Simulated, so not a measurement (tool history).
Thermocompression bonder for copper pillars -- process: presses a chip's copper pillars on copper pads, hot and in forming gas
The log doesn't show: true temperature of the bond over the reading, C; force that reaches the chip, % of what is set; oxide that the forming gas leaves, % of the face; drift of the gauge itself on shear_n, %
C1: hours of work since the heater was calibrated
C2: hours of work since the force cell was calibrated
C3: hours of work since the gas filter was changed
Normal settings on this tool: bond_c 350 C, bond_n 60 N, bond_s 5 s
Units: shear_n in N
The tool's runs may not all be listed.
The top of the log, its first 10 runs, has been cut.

{"run": 11, "hour": 199.6, "bond_c": 377, "bond_n": 60, "bond_s": 5, "C1": 243, "C2": 732, "C3": 38, "shear_n": 44.6}
{"run": 12, "hour": 216.9, "bond_c": 379, "bond_n": 60, "bond_s": 5, "C1": 254, "C2": 743, "C3": 48, "shear_n": 45.6}
{"run": 13, "hour": 231.6, "bond_c": 379, "bond_n": 60, "bond_s": 5, "C1": 263, "C2": 752, "C3": 57, "shear_n": 45.5}
{"run": 14, "hour": 246.3, "bond_c": 350, "bond_n": 60, "bond_s": 5, "C1": 272, "C2": 761, "C3": 67, "shear_n": 33.1}
{"run": 15, "hour": 265.4, "bond_c": 350, "bond_n": 60, "bond_s": 5, "C1": 284, "C2": 773, "C3": 78, "shear_n": 32.8}
{"run": 16, "hour": 284.9, "bond_c": 350, "bond_n": 60, "bond_s": 5, "C1": 296, "C2": 785, "C3": 90, "shear_n": 33.3}
{"run": 17, "hour": 297.4, "bond_c": 350, "bond_n": 60, "bond_s": 5, "C1": 304, "C2": 793, "C3": 98, "shear_n": 32.4}
{"run": 18, "hour": 317.8, "bond_c": 340, "bond_n": 60, "bond_s": 5, "C1": 316, "C2": 806, "C3": 111, "shear_n": 29.8}
{"run": 19, "hour": 337.6, "bond_c": 340, "bond_n": 60, "bond_s": 5, "C1": 329, "C2": 818, "C3": 123, "shear_n": 28.9}
{"run": 20, "hour": 357.9, "bond_c": 340, "bond_n": 60, "bond_s": 5, "C1": 341, "C2": 831, "C3": 136, "shear_n": 28.7}
{"run": 21, "hour": 374.3, "bond_c": 380, "bond_n": 60, "bond_s": 5, "C1": 352, "C2": 841, "C3": 146, "shear_n": 44.4}
{"run": 22, "hour": 386.2, "bond_c": 349, "bond_n": 75, "bond_s": 5, "C1": 359, "C2": 848, "C3": 153, "shear_n": 41.5}
{"run": 23, "hour": 400.2, "bond_c": 323, "bond_n": 75, "bond_s": 4, "C1": 368, "C2": 857, "C3": 162, "shear_n": 27.6}
{"run": 24, "hour": 428.3, "bond_c": 335, "bond_n": 56, "bond_s": 4, "C1": 385, "C2": 874, "C3": 179, "shear_n": 22.2}
{"run": 25, "hour": 451.6, "bond_c": 350, "bond_n": 60, "bond_s": 14, "C1": 399, "C2": 889, "C3": 194, "shear_n": 47.8}
{"run": 26, "hour": 463.9, "bond_c": 336, "bond_n": 60, "bond_s": 4, "C1": 407, "C2": 896, "C3": 201, "shear_n": 24.2}
{"run": 27, "hour": 489.8, "bond_c": 341, "bond_n": 47, "bond_s": 6, "C1": 423, "C2": 912, "C3": 217, "shear_n": 22.6}

Run 28 comes next. What will it give?
{"run": 28, "hour": 517.1, "bond_c": 367, "bond_n": 38, "bond_s": 9, "C1": 440, "C2": 929, "C3": 234, "shear_n": "?"}

shear_n: 28.7 N
With the hidden condition absent and the run-to-run variation left alone, this run would have shown shear_n 33.3 N.

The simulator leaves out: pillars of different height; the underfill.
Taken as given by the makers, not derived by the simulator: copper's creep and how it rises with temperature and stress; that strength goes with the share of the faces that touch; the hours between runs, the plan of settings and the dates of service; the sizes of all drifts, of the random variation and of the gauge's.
